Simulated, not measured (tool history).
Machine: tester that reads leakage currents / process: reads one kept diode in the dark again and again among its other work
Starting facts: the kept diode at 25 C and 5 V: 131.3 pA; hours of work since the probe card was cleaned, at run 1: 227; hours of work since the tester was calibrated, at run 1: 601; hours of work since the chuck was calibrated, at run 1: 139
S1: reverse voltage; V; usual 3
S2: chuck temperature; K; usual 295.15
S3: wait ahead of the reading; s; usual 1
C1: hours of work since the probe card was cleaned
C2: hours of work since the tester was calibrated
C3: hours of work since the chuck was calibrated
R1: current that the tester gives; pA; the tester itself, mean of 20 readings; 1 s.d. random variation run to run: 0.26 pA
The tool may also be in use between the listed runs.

run   hour     S1      S2    S3   C1   C2   C3       R1
  1      0      3  295.15     1  227  601  139    84.72
  2   14.4      3  295.15     1  235  609  148    85.03
  3   42.9      3  295.15     1  252  625  164    85.26
  4   65.3   8.49  295.15     1  264  638  176   136.42
  5   80.7      3  325.15     1  273  647  185    709.2
  6   99.7      3  325.15     1  284  657  196   710.52
  7  125.5      3  324.15     1  298  672  210   665.22
  8  149.8      3  324.15     1  312  686  224   670.28
  9  181.7      3  324.15     1  330  704  242   666.29
 10  207.2      3  324.15     1  345  718  257   667.14
 11  234.6      3  324.15     1  360  734  272   669.76
 12  258.6      3  295.15     1  374  747  286    86.07
 13  278.7      3  295.15     1  385  759  297    86.09
 14  292.6      3  295.15     1  393  767  305    86.23
 15  320.6  14.09  330.15  4.06  409  782  321  1938.71
 16  344.9   6.35  301.15     1  423  796  335   190.95
 17  362.2   6.35  301.15     1  432  806  344   190.39
 18  387.1   6.35  301.15     1  446  820  359   191.03
 19  417.4   6.35  301.15     1  464  837  376   190.37
 20  432.3      3  306.15  2.12  472  846  384   196.03
 21  449.6    2.9  316.15     1  482  855  394   389.87
 22  474.3    2.9  305.15  1.29  496  869  408   180.82
 23  504.5      3  298.15     1  513  886  425   109.73
 24  519.5  14.01  327.15  0.56  521  895  433  1609.96
 25  538.1  14.01  327.15  0.56  532  906  444  1615.68
 26  563.4   1.13  322.15  0.46  546  920  458   386.87
 27  585.5   1.13  322.15  0.46  559  932  471    387.1

3 ways to go on from here, each from the tool as it stands after run 27. What would each give?
  A  612.7   1.13  308.15  5.33  574  948  486   ?
  B  612.7  15.13  297.15  2.04  574  948  486   ?
  C  612.7   1.63  295.15  2.16  574  948  486   ?

run      R1
  A  147.83
  B   213.9
  C   66.75
Without the tool's hidden state the same runs would have given:
run      R1
  A  144.32
  B  199.23
  C   64.26

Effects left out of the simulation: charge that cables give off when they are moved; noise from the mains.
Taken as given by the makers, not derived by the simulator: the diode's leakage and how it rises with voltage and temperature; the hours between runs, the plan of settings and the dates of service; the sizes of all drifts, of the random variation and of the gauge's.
